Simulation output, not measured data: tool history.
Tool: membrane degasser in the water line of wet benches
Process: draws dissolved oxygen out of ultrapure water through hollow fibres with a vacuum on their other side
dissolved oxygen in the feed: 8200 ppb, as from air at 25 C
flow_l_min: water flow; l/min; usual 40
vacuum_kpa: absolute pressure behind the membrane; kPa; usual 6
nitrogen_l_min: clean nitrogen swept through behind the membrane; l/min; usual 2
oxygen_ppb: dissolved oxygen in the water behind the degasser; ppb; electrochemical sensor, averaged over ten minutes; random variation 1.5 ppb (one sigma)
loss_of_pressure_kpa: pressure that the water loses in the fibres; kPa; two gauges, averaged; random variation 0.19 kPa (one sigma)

run,hour,flow_l_min,vacuum_kpa,nitrogen_l_min,oxygen_ppb,loss_of_pressure_kpa
1,0,40,6,2,150.8,41.46
2,54.6,40,6,2,152.5,41.55
3,121.5,40,6,2,152.8,41.19
4,155.6,40,6,3,115.6,41.52
5,200.8,40,6,3,115,41.63
6,263.2,24,6,2,81.4,24.79
7,312,24,6,2,81.3,24.89
8,365.6,40,6,1.81,169.3,41.25
9,428.5,40,6,1.81,164.5,41.78
10,503.6,40,6,1.81,165.3,41.5
11,553.8,40,3.7,5.34,38,41.86
12,625.6,32,7.25,2.11,150.1,33.19
13,701.7,32,7.25,5.7,64.4,33.26
14,760.8,32,7.25,5.7,64.7,33.37
15,811.7,40,11.36,1.2,569.8,41.73
16,855.9,43,11.39,4.61,219.2,45.09

Forecast each of these 5 alternatives for the next run:
A,915.6,39,5.4,4.5,?,?
B,915.6,43,14.61,4.48,?,?
C,915.6,54,6.17,3.41,?,?
D,915.6,32,11.39,4.61,?,?
E,915.6,57,7.48,1.17,?,?

run,oxygen_ppb,loss_of_pressure_kpa
A,71.2,40.71
B,290.7,44.7
C,215.4,56.36
D,146.2,33.26
E,507.6,59.62
Without the tool's hidden state the same runs would have given:
run,oxygen_ppb,loss_of_pressure_kpa
A,66.8,40.02
B,284.5,43.93
C,204.4,55.4
D,143.1,32.69
E,491.7,58.61

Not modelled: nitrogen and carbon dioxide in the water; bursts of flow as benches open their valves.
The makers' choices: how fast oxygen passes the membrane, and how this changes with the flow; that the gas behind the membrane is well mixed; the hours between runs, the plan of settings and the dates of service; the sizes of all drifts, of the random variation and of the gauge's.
